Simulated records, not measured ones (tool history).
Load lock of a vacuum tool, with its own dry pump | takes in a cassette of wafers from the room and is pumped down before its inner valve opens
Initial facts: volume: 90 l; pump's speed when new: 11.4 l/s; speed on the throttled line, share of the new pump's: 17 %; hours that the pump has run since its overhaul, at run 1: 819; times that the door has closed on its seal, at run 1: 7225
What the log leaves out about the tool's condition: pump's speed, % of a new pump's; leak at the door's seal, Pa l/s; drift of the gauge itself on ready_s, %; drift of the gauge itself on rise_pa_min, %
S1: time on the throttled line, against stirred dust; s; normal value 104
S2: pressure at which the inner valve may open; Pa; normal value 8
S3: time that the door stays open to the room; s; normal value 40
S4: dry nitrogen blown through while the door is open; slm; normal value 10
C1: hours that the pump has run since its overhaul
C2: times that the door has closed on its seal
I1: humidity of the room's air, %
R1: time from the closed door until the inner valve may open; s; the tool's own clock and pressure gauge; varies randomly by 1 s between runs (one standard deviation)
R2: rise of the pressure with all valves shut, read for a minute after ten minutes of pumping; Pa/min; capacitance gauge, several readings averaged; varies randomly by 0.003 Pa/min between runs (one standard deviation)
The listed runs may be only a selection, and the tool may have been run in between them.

{"run": 1, "day": 0.0, "S1": 104, "S2": 8, "S3": 40, "S4": 10, "C1": 819, "C2": 7225, "I1": 43.8, "R1": 160.8, "R2": 0.017}
{"run": 2, "day": 9.612, "S1": 104, "S2": 8, "S3": 40, "S4": 10, "C1": 1050, "C2": 8355, "I1": 42.9, "R1": 160.4, "R2": 0.022}
{"run": 3, "day": 14.088, "S1": 104, "S2": 8, "S3": 40, "S4": 10, "C1": 1157, "C2": 8881, "I1": 45.6, "R1": 161.3, "R2": 0.027}
{"run": 4, "day": 24.042, "S1": 104, "S2": 8, "S3": 40, "S4": 10, "C1": 1396, "C2": 10052, "I1": 45, "R1": 161, "R2": 0.026}
{"run": 5, "day": 30.342, "S1": 104, "S2": 8, "S3": 40, "S4": 10, "C1": 1547, "C2": 10793, "I1": 47, "R1": 160.2, "R2": 0.029}
{"run": 6, "day": 39.608, "S1": 104, "S2": 8, "S3": 40, "S4": 10, "C1": 1770, "C2": 11882, "I1": 42.6, "R1": 161.6, "R2": 0.027}
{"run": 7, "day": 49.679, "S1": 104, "S2": 8, "S3": 114, "S4": 10, "C1": 2011, "C2": 13066, "I1": 45.7, "R1": 162.6, "R2": 0.043}
{"run": 8, "day": 57.404, "S1": 63, "S2": 8, "S3": 114, "S4": 10, "C1": 2197, "C2": 13975, "I1": 44.7, "R1": 127.2, "R2": 0.041}
{"run": 9, "day": 64.079, "S1": 63, "S2": 8, "S3": 101, "S4": 10, "C1": 2357, "C2": 14759, "I1": 46.5, "R1": 128.6, "R2": 0.04}
{"run": 10, "day": 68.888, "S1": 63, "S2": 8, "S3": 101, "S4": 10, "C1": 2472, "C2": 15325, "I1": 44.8, "R1": 128.7, "R2": 0.043}
{"run": 11, "day": 77.454, "S1": 63, "S2": 8, "S3": 101, "S4": 10, "C1": 2678, "C2": 16332, "I1": 46.1, "R1": 127.8, "R2": 0.046}
{"run": 12, "day": 84.204, "S1": 104, "S2": 8, "S3": 40, "S4": 10, "C1": 2840, "C2": 17126, "I1": 46.5, "R1": 162.3, "R2": 0.038}
{"run": 13, "day": 94.017, "S1": 104, "S2": 8, "S3": 136, "S4": 10, "C1": 3076, "C2": 18279, "I1": 45.7, "R1": 162.2, "R2": 0.047}
{"run": 14, "day": 104.367, "S1": 104, "S2": 8, "S3": 136, "S4": 10, "C1": 3324, "C2": 19496, "I1": 45.5, "R1": 162.9, "R2": 0.06}
{"run": 15, "day": 109.129, "S1": 104, "S2": 8, "S3": 40, "S4": 10, "C1": 3438, "C2": 20056, "I1": 42.8, "R1": 164.3, "R2": 0.042}
{"run": 16, "day": 113.575, "S1": 104, "S2": 8, "S3": 40, "S4": 10, "C1": 3545, "C2": 20579, "I1": 44.2, "R1": 163.2, "R2": 0.038}
{"run": 17, "day": 123.092, "S1": 104, "S2": 8, "S3": 40, "S4": 10, "C1": 3773, "C2": 21698, "I1": 43.5, "R1": 164.1, "R2": 0.042}
{"run": 18, "day": 131.3, "S1": 104, "S2": 8, "S3": 40, "S4": 10, "C1": 3970, "C2": 22663, "I1": 44.9, "R1": 162.5, "R2": 0.051}
{"run": 19, "day": 140.7, "S1": 104, "S2": 8, "S3": 40, "S4": 10, "C1": 4196, "C2": 23768, "I1": 45.5, "R1": 163.9, "R2": 0.052}
{"run": 20, "day": 145.258, "S1": 104, "S2": 8, "S3": 40, "S4": 10, "C1": 4305, "C2": 24304, "I1": 45.6, "R1": 165.9, "R2": 0.047}
{"run": 21, "day": 151.6, "S1": 175, "S2": 8, "S3": 40, "S4": 10, "C1": 4458, "C2": 25050, "I1": 46.6, "R1": 222.8, "R2": 0.053}
{"run": 22, "day": 158.708, "S1": 175, "S2": 8, "S3": 40, "S4": 10, "C1": 4628, "C2": 25885, "I1": 44.5, "R1": 222.5, "R2": 0.054}
{"run": 23, "day": 164.512, "S1": 57, "S2": 8, "S3": 40, "S4": 10, "C1": 4767, "C2": 26568, "I1": 44.1, "R1": 126.5, "R2": 0.054}
{"run": 24, "day": 168.883, "S1": 57, "S2": 8, "S3": 40, "S4": 10, "C1": 4872, "C2": 27082, "I1": 46.5, "R1": 126.6, "R2": 0.056}
{"run": 25, "day": 174.367, "S1": 98, "S2": 8, "S3": 40, "S4": 10, "C1": 5004, "C2": 27727, "I1": 43.2, "R1": 158.6, "R2": 0.059}
{"run": 26, "day": 183.508, "S1": 98, "S2": 8, "S3": 40, "S4": 10, "C1": 5223, "C2": 28802, "I1": 47.7, "R1": 159.3, "R2": 0.057}
{"run": 27, "day": 190.904, "S1": 107, "S2": 12, "S3": 40, "S4": 10, "C1": 5401, "C2": 29671, "I1": 48.2, "R1": 162.8, "R2": 0.063}
{"run": 28, "day": 198.633, "S1": 104, "S2": 9, "S3": 69, "S4": 10, "C1": 5586, "C2": 30580, "I1": 43.9, "R1": 163.7, "R2": 0.072}
{"run": 29, "day": 205.921, "S1": 104, "S2": 12, "S3": 40, "S4": 10, "C1": 5761, "C2": 31437, "I1": 46, "R1": 163, "R2": 0.068}
{"run": 30, "day": 211.912, "S1": 104, "S2": 12, "S3": 40, "S4": 10, "C1": 5905, "C2": 32141, "I1": 45.1, "R1": 163.1, "R2": 0.066}
{"run": 31, "day": 216.146, "S1": 105, "S2": 8, "S3": 40, "S4": 39, "C1": 6007, "C2": 32639, "I1": 42.2, "R1": 166, "R2": 0.065}
{"run": 32, "day": 224.508, "S1": 105, "S2": 8, "S3": 40, "S4": 39, "C1": 6207, "C2": 33622, "I1": 44.3, "R1": 165.7, "R2": 0.067}
{"run": 33, "day": 231.358, "S1": 60, "S2": 8, "S3": 54, "S4": 10, "C1": 6372, "C2": 34428, "I1": 40.7, "R1": 130.8, "R2": 0.08}
{"run": 34, "day": 237.229, "S1": 60, "S2": 8, "S3": 54, "S4": 10, "C1": 6513, "C2": 35118, "I1": 46.6, "R1": 130.5, "R2": 0.081}
{"run": 35, "day": 245.429, "S1": 104, "S2": 15, "S3": 40, "S4": 10, "C1": 6709, "C2": 36082, "I1": 44.9, "R1": 159.5, "R2": 0.082}
{"run": 36, "day": 254.829, "S1": 104, "S2": 11, "S3": 191, "S4": 7, "C1": 6935, "C2": 37187, "I1": 43.8, "R1": 165.7, "R2": 0.098}
{"run": 37, "day": 259.425, "S1": 75, "S2": 11, "S3": 90, "S4": 6, "C1": 7045, "C2": 37728, "I1": 43.3, "R1": 140.9, "R2": 0.088}

For each run, the measured value with the value that run would have given without the tool's hidden condition subtracted. The run-to-run variation is shared by both, the gauge scatter possibly not:
run=1 R1=-0.1 R2=+0.007
run=2 R1=+0.1 R2=+0.008
run=3 R1=+0.2 R2=+0.009
run=4 R1=+0.4 R2=+0.01
run=5 R1=+0.5 R2=+0.012
run=6 R1=+0.7 R2=+0.013
run=7 R1=+1 R2=+0.015
run=8 R1=+1.3 R2=+0.016
run=9 R1=+1.4 R2=+0.018
run=10 R1=+1.5 R2=+0.018
run=11 R1=+1.7 R2=+0.02
run=12 R1=+1.7 R2=+0.022
run=13 R1=+1.9 R2=+0.023
run=14 R1=+2.1 R2=+0.026
run=15 R1=+2.2 R2=+0.026
run=16 R1=+2.3 R2=+0.027
run=17 R1=+2.6 R2=+0.03
run=18 R1=+2.8 R2=+0.032
run=19 R1=+2.9 R2=+0.035
run=20 R1=+3.2 R2=+0.035
run=21 R1=+2.7 R2=+0.037
run=22 R1=+2.8 R2=+0.038
run=23 R1=+4 R2=+0.04
run=24 R1=+4.2 R2=+0.041
run=25 R1=+3.7 R2=+0.042
run=26 R1=+4 R2=+0.045
run=27 R1=+3.8 R2=+0.046
run=28 R1=+4.3 R2=+0.049
run=29 R1=+4.3 R2=+0.052
run=30 R1=+4.4 R2=+0.053
run=31 R1=+4.8 R2=+0.054
run=32 R1=+4.9 R2=+0.056
run=33 R1=+5.8 R2=+0.058
run=34 R1=+6 R2=+0.061
run=35 R1=+4.9 R2=+0.064
run=36 R1=+5.5 R2=+0.064
run=37 R1=+6.3 R2=+0.068
